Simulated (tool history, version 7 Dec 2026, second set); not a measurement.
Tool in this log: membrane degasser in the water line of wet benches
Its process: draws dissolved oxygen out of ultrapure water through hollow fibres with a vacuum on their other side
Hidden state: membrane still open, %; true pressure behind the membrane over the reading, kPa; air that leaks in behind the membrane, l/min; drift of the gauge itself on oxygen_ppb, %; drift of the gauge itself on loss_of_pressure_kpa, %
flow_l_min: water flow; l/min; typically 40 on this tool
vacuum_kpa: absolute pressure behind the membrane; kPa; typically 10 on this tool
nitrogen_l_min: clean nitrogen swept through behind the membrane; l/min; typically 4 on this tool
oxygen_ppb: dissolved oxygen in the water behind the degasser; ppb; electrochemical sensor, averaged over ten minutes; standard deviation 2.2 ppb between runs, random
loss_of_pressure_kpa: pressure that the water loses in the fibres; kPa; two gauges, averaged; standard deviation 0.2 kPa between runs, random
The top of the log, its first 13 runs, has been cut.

| run | hour | flow_l_min | vacuum_kpa | nitrogen_l_min | hours since the membrane was changed | hours since the vacuum gauge was calibrated | hours since the vacuum lines were made tight | oxygen_ppb | loss_of_pressure_kpa |
|---|---|---|---|---|---|---|---|---|---|
|  | 2611.7 | vacuum gauge calibrated |
| 14 | 2894.1 | 40 | 10 | 4 | 14006 | 282 | 1797 | 273.9 | 47.88 |
| 15 | 3124.1 | 40 | 10 | 4 | 14236 | 512 | 2027 | 278 | 48.08 |
| 16 | 3343.1 | 53 | 10 | 4 | 14455 | 731 | 2246 | 435.7 | 63.74 |
| 17 | 3605.1 | 28 | 9.2 | 2.2 | 14717 | 993 | 2508 | 217.4 | 33.75 |
|  | 3732 | membrane cartridge changed |
|  | 3781.6 | vacuum gauge calibrated, once more |
| 18 | 3794.1 | 60 | 15.5 | 4.26 | 62 | 13 | 2692 | 571.2 | 63.24 |
| 19 | 4032.4 | 60 | 22.9 | 10.68 | 300 | 251 | 2930 | 454.4 | 63.32 |
| 20 | 4261.2 | 60 | 10 | 8.62 | 529 | 480 | 3159 | 310.3 | 63.72 |
| 21 | 4536.5 | 60 | 10 | 8.62 | 804 | 755 | 3435 | 314.8 | 63.92 |
| 22 | 4761 | 60 | 10 | 8.62 | 1028 | 979 | 3659 | 315.1 | 64.42 |
| 23 | 5046.7 | 35 | 18.7 | 8.62 | 1314 | 1265 | 3945 | 198.3 | 37.46 |
| 24 | 5228.3 | 48 | 18.7 | 8.62 | 1496 | 1447 | 4126 | 324.8 | 51.35 |
| 25 | 5477.9 | 35 | 9.3 | 2.69 | 1745 | 1696 | 4376 | 227.1 | 37.28 |
| 26 | 5781.2 | 27 | 8.2 | 2.07 | 2049 | 2000 | 4679 | 173.4 | 28.87 |
| 27 | 6066.6 | 36 | 8.2 | 2.73 | 2334 | 2285 | 4965 | 206.7 | 38.56 |
| 28 | 6203.2 | 27 | 16.2 | 5.79 | 2471 | 2422 | 5101 | 167.3 | 28.91 |
| 29 | 6436.9 | 27 | 16.2 | 5.79 | 2704 | 2655 | 5335 | 167.2 | 28.98 |
| 30 | 6743.9 | 40 | 10 | 3.18 | 3011 | 2962 | 5642 | 269.8 | 43.53 |
| 31 | 7008.7 | 43 | 11.2 | 3.33 | 3276 | 3227 | 5907 | 327.5 | 46.74 |
| 32 | 7189.7 | 43 | 11.2 | 3.33 | 3457 | 3408 | 6088 | 324.8 | 46.72 |

Each row is a separate what-if for the run after 32, all from the same tool condition, not one after another. Results?
| A | 7493.6 | 57 | 24.2 | 4 | 3761 | 3712 | 6392 | ? | ? |
| B | 7493.6 | 40 | 6 | 10.58 | 3761 | 3712 | 6392 | ? | ? |
| C | 7493.6 | 34 | 11.2 | 2.68 | 3761 | 3712 | 6392 | ? | ? |

| run | oxygen_ppb | loss_of_pressure_kpa |
|---|---|---|
| A | 820.9 | 62.1 |
| B | 103.5 | 43.3 |
| C | 282.9 | 37.11 |
With the hidden condition removed and each run's random variation left untouched, the same runs would have given:
| run | oxygen_ppb | loss_of_pressure_kpa |
|---|---|---|
| A | 790.2 | 60.12 |
| B | 90.2 | 41.92 |
| C | 266.6 | 35.93 |
